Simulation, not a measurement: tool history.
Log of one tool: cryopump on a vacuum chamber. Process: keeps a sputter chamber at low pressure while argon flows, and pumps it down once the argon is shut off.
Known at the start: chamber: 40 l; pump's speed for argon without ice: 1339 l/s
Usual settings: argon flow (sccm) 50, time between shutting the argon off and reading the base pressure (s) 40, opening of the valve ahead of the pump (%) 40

| run | hour | argon flow (sccm) | time between shutting the argon off and reading the base pressure (s) | opening of the valve ahead of the pump (%) | pressure while argon flows (Pa) | pressure after the wait (uPa) |
|---|---|---|---|---|---|---|
| 1 | 0 | 50 | 40 | 40 | 0.1654 | 1.04 |
| 2 | 22.9 | 50 | 40 | 40 | 0.1668 | 1.04 |
| 3 | 37.3 | 50 | 40 | 40 | 0.1664 | 1.05 |
| 4 | 50.3 | 50 | 40 | 40 | 0.1662 | 1.06 |
| 5 | 61.5 | 50 | 40 | 40 | 0.1685 | 1.06 |
| 6 | 74.1 | 50 | 40 | 40 | 0.1664 | 1.07 |
| 7 | 97.2 | 50 | 40 | 40 | 0.1671 | 1.09 |
| 8 | 120.7 | 50 | 40 | 40 | 0.1673 | 1.04 |
| 9 | 140.7 | 21 | 98 | 34 | 0.0814 | 0.79 |
| 10 | 164.6 | 21 | 98 | 34 | 0.0815 | 0.75 |
| 11 | 175.5 | 24 | 80 | 30 | 0.1052 | 0.85 |
| 12 | 198.1 | 21 | 40 | 26 | 0.1057 | 1.13 |
| 13 | 211.3 | 21 | 40 | 56 | 0.0512 | 1.12 |
| 14 | 225 | 88 | 40 | 40 | 0.2971 | 1.12 |
| 15 | 240.4 | 47 | 61 | 40 | 0.1593 | 0.93 |

Forecast each of these 3 alternatives for the next run:
| A | 255.4 | 70 | 40 | 40 | ? | ? |
| B | 255.4 | 50 | 22 | 27 | ? | ? |
| C | 255.4 | 65 | 271 | 31 | ? | ? |

| run | pressure while argon flows (Pa) | pressure after the wait (uPa) |
|---|---|---|
| A | 0.2362 | 1.15 |
| B | 0.2427 | 1.59 |
| C | 0.2795 | 0.69 |
Without the tool's hidden state the same runs would have given:
| run | pressure while argon flows (Pa) | pressure after the wait (uPa) |
|---|---|---|
| A | 0.2209 | 0.8 |
| B | 0.2318 | 1.24 |
| C | 0.2652 | 0.33 |
